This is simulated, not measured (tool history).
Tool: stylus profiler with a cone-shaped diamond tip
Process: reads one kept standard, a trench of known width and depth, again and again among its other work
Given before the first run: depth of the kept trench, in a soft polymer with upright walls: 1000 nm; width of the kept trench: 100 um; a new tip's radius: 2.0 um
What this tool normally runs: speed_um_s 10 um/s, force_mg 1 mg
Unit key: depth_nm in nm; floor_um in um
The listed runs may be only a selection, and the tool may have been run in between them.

run     day  speed_um_s  force_mg  depth_nm  floor_um
  1       0          10         1   1007.34      96.4
  2    0.35          25         1   1007.08     96.31
  3   0.842          10         1   1007.59     96.45
  4   1.588          10         1   1007.45     96.37
  5   2.117           4         1   1007.22      96.4
  6    2.55          10      0.65   1005.05     96.36
  7     3.2          10         1   1007.46     96.37
  8   3.904          10      2.34   1013.17     96.37
  9   4.404          10      2.34   1012.84     96.33
 10   4.783          10      2.34   1012.47     96.33
 11   5.404          10      2.34   1013.03     96.35
 12   5.742          10      1.99   1011.49     96.35
 13   6.154          18      1.99   1010.97     96.29
 14   6.608          22         1   1007.23     96.19
 15   7.342          10         1   1006.91     96.26
 16   7.688           6         1   1006.81     96.25
 17   8.358           6         1   1007.05      96.3
 18   8.962           6      1.13   1007.27     96.26
 19   9.375           6      1.13   1007.67     96.27
 20   9.792           6      1.13   1007.45     96.21
 21  10.175          39         1   1007.18     96.02
 22  10.679          15         1   1006.86     96.12
 23  11.392          15         1   1006.74     96.18
 24  11.779          15         1   1006.92     96.15
 25  12.246           2      1.26   1008.04      96.2
 26  12.967          28      1.11   1007.28        96
 27  13.325          38      1.52   1009.33     95.98
 28  14.021          10      0.45   1003.29     96.14
 29  14.696           8      2.92   1014.51     96.14
 30  15.379           8      2.92   1014.57     96.12
 31  16.088           2      1.62   1009.43     96.19
 32  16.504          13      1.19   1007.54     96.05
 33  16.846          13      1.19   1007.57     96.05
 34   17.35           2      1.05   1007.02     96.16
 35  17.888          17      0.63   1004.53     95.92
 36  18.462          23      0.35    1002.5     95.82
 37  18.942           7      1.72   1009.83     96.03
 38  19.288           7      1.72   1009.75     96.06
 39  19.612           4      0.47   1003.85     96.12
 40    20.1           4      0.47   1003.57     96.04
 41  20.746           5      0.47   1003.54     95.98
 42  21.354           5      1.88    1010.6     96.05
 43  21.808          20         1   1006.37     95.98
 44  22.562          33      1.07    1006.6     95.82
 45  23.258           8      1.54   1008.89     95.95
 46  23.675          17      0.44   1003.12      95.8
 47  24.208          19      0.37   1002.28     95.75

Here are 3 independent what-if runs from the current tool condition. What would each one return?
  A  24.962          34      0.37         ?         ?
  B  24.962           4      1.18         ?         ?
  C  24.962          10      1.22         ?         ?

run  depth_nm  floor_um
  A   1002.38     95.54
  B   1006.96     95.93
  C   1007.45     95.94
Had the tool no hidden state, the same runs would have come out as:
run  depth_nm  floor_um
  A   1003.54     96.07
  B   1008.13     96.46
  C   1008.62     96.47
